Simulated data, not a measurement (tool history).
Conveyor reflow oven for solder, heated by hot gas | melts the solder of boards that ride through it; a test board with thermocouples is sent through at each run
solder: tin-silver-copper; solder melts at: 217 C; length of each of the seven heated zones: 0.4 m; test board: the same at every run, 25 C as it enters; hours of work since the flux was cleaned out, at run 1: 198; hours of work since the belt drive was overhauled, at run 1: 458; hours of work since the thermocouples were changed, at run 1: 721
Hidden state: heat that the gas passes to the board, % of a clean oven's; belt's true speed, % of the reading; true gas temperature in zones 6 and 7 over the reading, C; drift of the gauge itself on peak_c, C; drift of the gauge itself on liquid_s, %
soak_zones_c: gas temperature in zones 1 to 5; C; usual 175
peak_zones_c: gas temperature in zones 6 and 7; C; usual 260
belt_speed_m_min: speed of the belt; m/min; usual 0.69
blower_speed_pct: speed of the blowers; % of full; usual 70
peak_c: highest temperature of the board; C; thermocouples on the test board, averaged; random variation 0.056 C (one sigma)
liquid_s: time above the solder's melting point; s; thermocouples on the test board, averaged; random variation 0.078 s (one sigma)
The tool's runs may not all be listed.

run	hour	soak_zones_c	peak_zones_c	belt_speed_m_min	blower_speed_pct	hours of work since the flux was cleaned out	hours of work since the belt drive was overhauled	hours of work since the thermocouples were changed	peak_c	liquid_s
1	0	175	260	0.69	70	198	458	721	243.14	44.86
2	7.8	175	260	0.69	70	204	464	727	243.18	44.84
3	15	177	260	0.69	70	209	469	732	243.55	46.02
4	28.7	177	260	0.69	70	219	479	742	243.5	45.92
5	38.9	175	257	0.69	70	227	487	750	240.55	42.7
6	46.6	175	257	0.69	70	232	492	755	240.66	42.61
7	59.5	175	257	0.69	70	242	502	765	240.6	42.83
8	71.1	175	257	0.69	70	250	510	773	240.58	42.67
9	86.9	175	257	0.69	70	262	522	785	240.66	42.82
10	98	175	257	0.69	70	270	530	793	240.59	42.62
11	113.5	175	257	0.69	70	281	541	804	240.61	42.65
12	120.6	175	260	0.69	70	286	547	810	243.11	44.95
13	130.7	175	260	0.69	70	294	554	817	243.05	44.87
14	142.9	175	260	0.69	70	303	563	826	243.12	44.89
15	150	175	260	0.69	70	308	568	831	243.14	44.81
16	163.3	175	260	0.69	70	318	578	841	243.11	44.85
17	177.6	175	260	0.69	70	328	588	851	243.19	44.92
18	186.9	175	260	0.69	70	335	595	858	243.15	44.92
# hour 195.1: flux residue cleaned out of gas plates and filters
19	200.6	163	260	0.754	86	4	601	864	240.86	35.84
20	216.3	163	260	0.631	75	15	613	876	244.69	47.84

Forecast run 21:
21	223	165	260	0.761	75	20	618	881	?	?

peak_c: 238.79 C
liquid_s: 33.34 s
Without the tool's hidden state the same run would have given peak_c 238.78 C, liquid_s 33.33 s.
